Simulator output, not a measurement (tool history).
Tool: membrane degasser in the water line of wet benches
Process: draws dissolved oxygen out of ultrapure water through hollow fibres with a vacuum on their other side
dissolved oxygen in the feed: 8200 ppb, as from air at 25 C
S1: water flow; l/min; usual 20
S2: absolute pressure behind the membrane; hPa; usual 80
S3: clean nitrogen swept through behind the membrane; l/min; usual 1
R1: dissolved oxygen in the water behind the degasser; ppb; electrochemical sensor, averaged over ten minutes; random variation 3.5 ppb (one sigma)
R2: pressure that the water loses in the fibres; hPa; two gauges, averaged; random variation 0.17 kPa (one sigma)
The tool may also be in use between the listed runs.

Run 1, day 0: usual settings. Result: R1 357.1 ppb, R2 263.4 hPa.
Run 2, day 2.108: usual settings. Result: R1 364.3 ppb, R2 262 hPa.
Run 3, day 4.938: usual settings but S3 1.67 l/min. Result: R1 289 ppb, R2 261.1 hPa.
Run 4, day 8.188: usual settings but S3 1.67 l/min. Result: R1 284.2 ppb, R2 264 hPa.
Run 5, day 10.362: usual settings. Result: R1 362.8 ppb, R2 267.3 hPa.
Run 6, day 12.633: usual settings but S3 0.93 l/min. Result: R1 378.8 ppb, R2 261.8 hPa.
Run 7, day 15.383: usual settings but S3 0.93 l/min. Result: R1 375.9 ppb, R2 263.2 hPa.
Run 8, day 17.138: usual settings. Result: R1 365.2 ppb, R2 264.7 hPa.
Run 9, day 19.471: usual settings but S1 24 l/min. Result: R1 459.4 ppb, R2 314.9 hPa.
At day 20.796: vacuum gauge calibrated.
Run 10, day 22.25: usual settings but S3 0.4 l/min. Result: R1 577.3 ppb, R2 262.5 hPa.
Run 11, day 25.521: usual settings. Result: R1 362.1 ppb, R2 260.5 hPa.
Run 12, day 27.204: usual settings. Result: R1 357.6 ppb, R2 261.3 hPa.
Run 13, day 29.433: usual settings. Result: R1 353.7 ppb, R2 261.5 hPa.
Run 14, day 32.133: usual settings. Result: R1 361.9 ppb, R2 262.8 hPa.
Run 15, day 34.825: usual settings. Result: R1 359.2 ppb, R2 260 hPa.
Run 16, day 36.646: usual settings but S1 27 l/min. Result: R1 517.7 ppb, R2 359.1 hPa.
Run 17, day 39.754: usual settings but S1 24 l/min, S2 174.5 hPa, S3 1.6 l/min. Result: R1 657.4 ppb, R2 314.2 hPa.
Run 18, day 42.05: usual settings but S1 24 l/min, S2 174.5 hPa, S3 1.6 l/min. Result: R1 657.5 ppb, R2 315.2 hPa.
Run 19, day 44.083: usual settings but S1 24 l/min, S2 174.5 hPa, S3 1.6 l/min. Result: R1 658.3 ppb, R2 319.9 hPa.
Run 20, day 46.538: usual settings but S1 24 l/min, S2 174.5 hPa, S3 1.6 l/min. Result: R1 662.2 ppb, R2 316.8 hPa.
Run 21, day 48.583: usual settings but S1 17 l/min, S2 93.5 hPa. Result: R1 349 ppb, R2 226.8 hPa.
Run 22, day 51.283: usual settings but S1 14 l/min, S2 102.5 hPa. Result: R1 304.2 ppb, R2 182.2 hPa.
Run 23, day 53.021: usual settings but S1 17 l/min, S2 54.7 hPa, S3 1.42 l/min. Result: R1 178.2 ppb, R2 225.5 hPa.
Run 24, day 55.833: usual settings but S1 17 l/min, S2 48.9 hPa, S3 1.42 l/min. Result: R1 162.2 ppb, R2 227.5 hPa.
Run 25, day 58.162: usual settings but S1 15 l/min, S2 48.9 hPa, S3 1.42 l/min. Result: R1 131.8 ppb, R2 198 hPa.
Run 26, day 61.425: usual settings but S1 15 l/min, S2 123.1 hPa. Result: R1 394.5 ppb, R2 198.3 hPa.
Run 27, day 63.558: usual settings but S1 15 l/min, S2 123.1 hPa. Result: R1 401.9 ppb, R2 199.5 hPa.

Forecast run 28:
Run 28, day 66.075: usual settings but S1 30 l/min, S2 55.3 hPa, S3 1.81 l/min. Result: R1 ?, R2 ?.

{"run 28": {"R1": 378.7, "R2": 398.9}}
Without the tool's hidden state the same run would have given R1 356.1 ppb, R2 390.6 hPa.
